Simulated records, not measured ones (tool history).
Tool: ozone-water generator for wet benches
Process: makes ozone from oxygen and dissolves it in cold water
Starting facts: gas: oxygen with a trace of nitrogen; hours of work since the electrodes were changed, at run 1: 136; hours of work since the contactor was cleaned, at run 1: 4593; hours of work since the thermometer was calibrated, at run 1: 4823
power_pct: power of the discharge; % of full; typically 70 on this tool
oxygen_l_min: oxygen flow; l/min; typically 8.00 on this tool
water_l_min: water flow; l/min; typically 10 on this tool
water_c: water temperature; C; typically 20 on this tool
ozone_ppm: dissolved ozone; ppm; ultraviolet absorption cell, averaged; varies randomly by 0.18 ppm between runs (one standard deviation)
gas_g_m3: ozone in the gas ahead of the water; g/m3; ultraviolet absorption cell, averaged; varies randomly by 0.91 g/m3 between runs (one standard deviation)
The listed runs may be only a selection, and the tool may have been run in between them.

run    hour  power_pct  oxygen_l_min  water_l_min  water_c  hours of work since the electrodes were changed  hours of work since the contactor was cleaned  hours of work since the thermometer was calibrated  ozone_ppm  gas_g_m3
  1     0.0         70          8.00           10       20                                              136                                           4593                                                4823       23.6     149.9
  2    71.3         70          8.00           10       18                                              188                                           4645                                                4876       24.7     148.0
  3   104.5         70          8.00           10       20                                              213                                           4669                                                4900       23.2     148.6
  4   154.0         70          8.00           10       13                                              249                                           4706                                                4936       27.6     147.2
  5   207.4         70          8.00           10       13                                              288                                           4745                                                4975       27.5     148.5
      222.7  -- water thermometer calibrated
  6   276.4         70          8.00           10       20                                              338                                           4795                                                  39       23.9     148.3
  7   347.1         70          8.00           10       20                                              390                                           4847                                                  91       23.7     147.3
  8   405.2         60          8.00           10       20                                              432                                           4889                                                 134       21.0     133.6
  9   475.2         60          8.00           10       20                                              484                                           4940                                                 185       21.4     132.9
 10   532.8         60          7.73           10       20                                              526                                           4983                                                 227       21.5     136.1
 11   571.4         70          9.85           10       20                                              554                                           5011                                                 255       21.9     129.0
 12   621.3         70          8.00           12       20                                              591                                           5047                                                 292       21.2     146.8
 13   691.7         70          8.00           10       20                                              642                                           5099                                                 343       23.3     148.0
 14   767.8         70          8.00           10       20                                              698                                           5155                                                 399       23.1     147.6
 15   806.8         70          8.00           10       20                                              726                                           5183                                                 428       23.5     147.4
 16   859.0         70          8.00           10       20                                              765                                           5221                                                 466       23.2     145.4
      868.3  -- contactor cleaned
 17   900.8         70          8.15           10       20                                              792                                             24                                                 493       24.5     145.9
 18   977.7         70          8.15           10       20                                              849                                             80                                                 550       24.4     144.0
 19  1032.9         70          8.15           10       20                                              889                                            120                                                 590       24.5     144.5
 20  1092.2         53          8.15           10       20                                              932                                            164                                                 634       20.3     120.3
 21  1151.9         53          8.15           10       20                                              976                                            208                                                 677       20.0     120.7
 22  1195.4         88          9.97            9       12                                             1008                                            239                                                 709       33.1     149.8
 23  1256.6         67          9.97            9       12                                             1053                                            284                                                 754       27.8     123.7
 24  1315.6         93          9.81            9       18                                             1096                                            327                                                 797       30.3     154.9
 25  1367.0         90          5.14           10       20                                             1134                                            365                                                 835       32.2     220.1
 26  1443.5         77          4.15           15       19                                             1190                                            421                                                 891       22.5     226.9
 27  1521.0         77          4.15           15       19                                             1246                                            478                                                 948       22.3     224.7
 28  1570.0         77          4.15           11       25                                             1282                                            514                                                 983       25.2     227.3
 29  1606.0         85          8.00            7       20                                             1309                                            540                                                1010       31.8     164.6
 30  1661.2         85          8.00            7       20                                             1349                                            580                                                1050       31.9     163.2
 31  1709.6         70          5.79            7       20                                             1384                                            616                                                1086       31.9     173.5
 32  1770.6         70          6.43            6       20                                             1429                                            661                                                1130       32.7     164.1

Below, some changes in ozone_ppm between adjacent runs. For each, the amount present without the hidden state too (settings, incoming material, random variation) and the amount remaining for the hidden state with gauge scatter not shared by both compared results:
Hidden state at play: yield of the discharge, % of new electrodes'; contactor's efficiency, % of a clean one's; true water temperature over the reading, C; drift of the gauge itself on ozone_ppm, %; drift of the gauge itself on gas_g_m3, %.
Run 16 -> 17: oxygen_l_min 8.00 -> 8.15, contactor cleaned. ozone_ppm +1.3 ppm: hidden state +1.4, all else -0.1.
Run 21 -> 22: power_pct 53 -> 88, oxygen_l_min 8.15 -> 9.97, water_l_min 10 -> 9, water_c 20 -> 12. ozone_ppm +13.1 ppm: hidden state -1.0, all else +14.1.
Run 25 -> 26: power_pct 90 -> 77, oxygen_l_min 5.14 -> 4.15, water_l_min 10 -> 15, water_c 20 -> 19. ozone_ppm -9.7 ppm: hidden state +0.7, all else -10.4.
Run 28 -> 29: power_pct 77 -> 85, oxygen_l_min 4.15 -> 8.00, water_l_min 11 -> 7, water_c 25 -> 20. ozone_ppm +6.6 ppm: hidden state -0.5, all else +7.1.

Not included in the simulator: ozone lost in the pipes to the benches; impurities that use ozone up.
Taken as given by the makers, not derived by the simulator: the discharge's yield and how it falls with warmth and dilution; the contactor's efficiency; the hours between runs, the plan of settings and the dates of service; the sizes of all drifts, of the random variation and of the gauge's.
